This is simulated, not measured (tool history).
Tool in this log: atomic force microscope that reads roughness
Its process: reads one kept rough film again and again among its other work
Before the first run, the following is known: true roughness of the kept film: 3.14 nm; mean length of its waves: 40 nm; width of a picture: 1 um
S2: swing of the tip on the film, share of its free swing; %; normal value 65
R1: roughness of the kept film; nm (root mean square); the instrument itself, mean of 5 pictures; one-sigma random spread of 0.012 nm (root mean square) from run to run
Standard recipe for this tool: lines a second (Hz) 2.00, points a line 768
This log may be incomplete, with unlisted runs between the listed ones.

{"run": 1, "hour": 0.0, "lines a second (Hz)": 2.0, "S2": 65, "points a line": 768, "R1": 2.543}
{"run": 2, "hour": 24.7, "lines a second (Hz)": 2.0, "S2": 65, "points a line": 768, "R1": 2.452}
{"hour": 53.9, "done": "new tip fitted"}
{"run": 3, "hour": 82.2, "lines a second (Hz)": 2.0, "S2": 65, "points a line": 768, "R1": 2.579}
{"run": 4, "hour": 112.9, "lines a second (Hz)": 2.0, "S2": 65, "points a line": 768, "R1": 2.469}
{"hour": 142.9, "done": "new tip fitted"}
{"run": 5, "hour": 153.3, "lines a second (Hz)": 2.0, "S2": 65, "points a line": 768, "R1": 2.63}
{"run": 6, "hour": 206.4, "lines a second (Hz)": 2.0, "S2": 65, "points a line": 513, "R1": 2.444}
{"hour": 230.2, "done": "new tip fitted"}
{"run": 7, "hour": 231.5, "lines a second (Hz)": 2.0, "S2": 65, "points a line": 513, "R1": 2.694}
{"run": 8, "hour": 271.9, "lines a second (Hz)": 2.0, "S2": 70, "points a line": 768, "R1": 2.464}
{"run": 9, "hour": 303.3, "lines a second (Hz)": 2.0, "S2": 70, "points a line": 768, "R1": 2.357}
{"hour": 317.6, "done": "new tip fitted"}
{"run": 10, "hour": 361.7, "lines a second (Hz)": 2.0, "S2": 60, "points a line": 768, "R1": 2.588}
{"run": 11, "hour": 385.7, "lines a second (Hz)": 3.28, "S2": 65, "points a line": 768, "R1": 2.314}
{"hour": 406.5, "done": "new tip fitted"}
{"run": 12, "hour": 411.1, "lines a second (Hz)": 3.28, "S2": 65, "points a line": 768, "R1": 2.54}
{"run": 13, "hour": 468.0, "lines a second (Hz)": 3.28, "S2": 65, "points a line": 768, "R1": 2.32}
{"hour": 494.2, "done": "new tip fitted"}
{"run": 14, "hour": 512.6, "lines a second (Hz)": 3.28, "S2": 65, "points a line": 768, "R1": 2.497}
{"run": 15, "hour": 537.4, "lines a second (Hz)": 3.28, "S2": 65, "points a line": 768, "R1": 2.399}
{"hour": 584.6, "done": "new tip fitted"}
{"run": 16, "hour": 589.2, "lines a second (Hz)": 3.28, "S2": 65, "points a line": 768, "R1": 2.523}
{"run": 17, "hour": 636.1, "lines a second (Hz)": 3.28, "S2": 65, "points a line": 768, "R1": 2.361}
{"run": 18, "hour": 661.3, "lines a second (Hz)": 2.0, "S2": 65, "points a line": 768, "R1": 2.381}
{"hour": 673.7, "done": "new tip fitted"}
{"run": 19, "hour": 696.3, "lines a second (Hz)": 2.0, "S2": 65, "points a line": 768, "R1": 2.58}
{"run": 20, "hour": 747.1, "lines a second (Hz)": 2.0, "S2": 65, "points a line": 768, "R1": 2.41}
{"hour": 761.2, "done": "new tip fitted"}
{"run": 21, "hour": 788.0, "lines a second (Hz)": 0.57, "S2": 65, "points a line": 768, "R1": 2.711}
{"run": 22, "hour": 829.4, "lines a second (Hz)": 2.0, "S2": 65, "points a line": 768, "R1": 2.392}
{"hour": 852.5, "done": "new tip fitted"}
{"run": 23, "hour": 872.6, "lines a second (Hz)": 2.0, "S2": 65, "points a line": 768, "R1": 2.618}
{"run": 24, "hour": 905.0, "lines a second (Hz)": 2.0, "S2": 65, "points a line": 768, "R1": 2.462}
{"hour": 941.9, "done": "new tip fitted"}
{"run": 25, "hour": 961.4, "lines a second (Hz)": 2.0, "S2": 65, "points a line": 768, "R1": 2.579}
{"run": 26, "hour": 1011.9, "lines a second (Hz)": 2.0, "S2": 65, "points a line": 768, "R1": 2.415}
{"hour": 1030.1, "done": "new tip fitted"}
{"run": 27, "hour": 1057.4, "lines a second (Hz)": 2.7, "S2": 65, "points a line": 768, "R1": 2.476}
{"run": 28, "hour": 1089.2, "lines a second (Hz)": 2.7, "S2": 65, "points a line": 768, "R1": 2.376}
{"run": 29, "hour": 1114.5, "lines a second (Hz)": 2.7, "S2": 65, "points a line": 768, "R1": 2.267}
{"hour": 1119.3, "done": "new tip fitted"}
{"run": 30, "hour": 1152.6, "lines a second (Hz)": 2.67, "S2": 57, "points a line": 1011, "R1": 2.594}
{"run": 31, "hour": 1188.7, "lines a second (Hz)": 2.67, "S2": 84, "points a line": 520, "R1": 1.976}
{"hour": 1206.5, "done": "new tip fitted"}
{"run": 32, "hour": 1214.7, "lines a second (Hz)": 2.67, "S2": 84, "points a line": 520, "R1": 2.161}
{"run": 33, "hour": 1268.0, "lines a second (Hz)": 2.67, "S2": 84, "points a line": 520, "R1": 1.992}
{"hour": 1296.9, "done": "new tip fitted"}
{"run": 34, "hour": 1316.7, "lines a second (Hz)": 2.67, "S2": 79, "points a line": 982, "R1": 2.235}
{"run": 35, "hour": 1361.6, "lines a second (Hz)": 1.33, "S2": 79, "points a line": 264, "R1": 2.304}
{"hour": 1383.7, "done": "new tip fitted"}
{"run": 36, "hour": 1399.8, "lines a second (Hz)": 1.33, "S2": 79, "points a line": 264, "R1": 2.48}
{"run": 37, "hour": 1428.4, "lines a second (Hz)": 1.33, "S2": 79, "points a line": 596, "R1": 2.39}
{"run": 38, "hour": 1454.8, "lines a second (Hz)": 1.33, "S2": 79, "points a line": 596, "R1": 2.334}
{"hour": 1471.5, "done": "new tip fitted"}
{"run": 39, "hour": 1508.5, "lines a second (Hz)": 2.11, "S2": 79, "points a line": 445, "R1": 2.272}
{"run": 40, "hour": 1551.5, "lines a second (Hz)": 1.16, "S2": 56, "points a line": 273, "R1": 2.496}

Run 41 is up next; what results do you expect?
{"hour": 1559.9, "done": "new tip fitted"}
{"run": 41, "hour": 1605.3, "lines a second (Hz)": 1.16, "S2": 56, "points a line": 273, "R1": "?"}

Logged for run 41: R1 2.611 nm (root mean square).
The same run, on a tool lacking any hidden state, would have yielded R1 2.879 nm (root mean square).
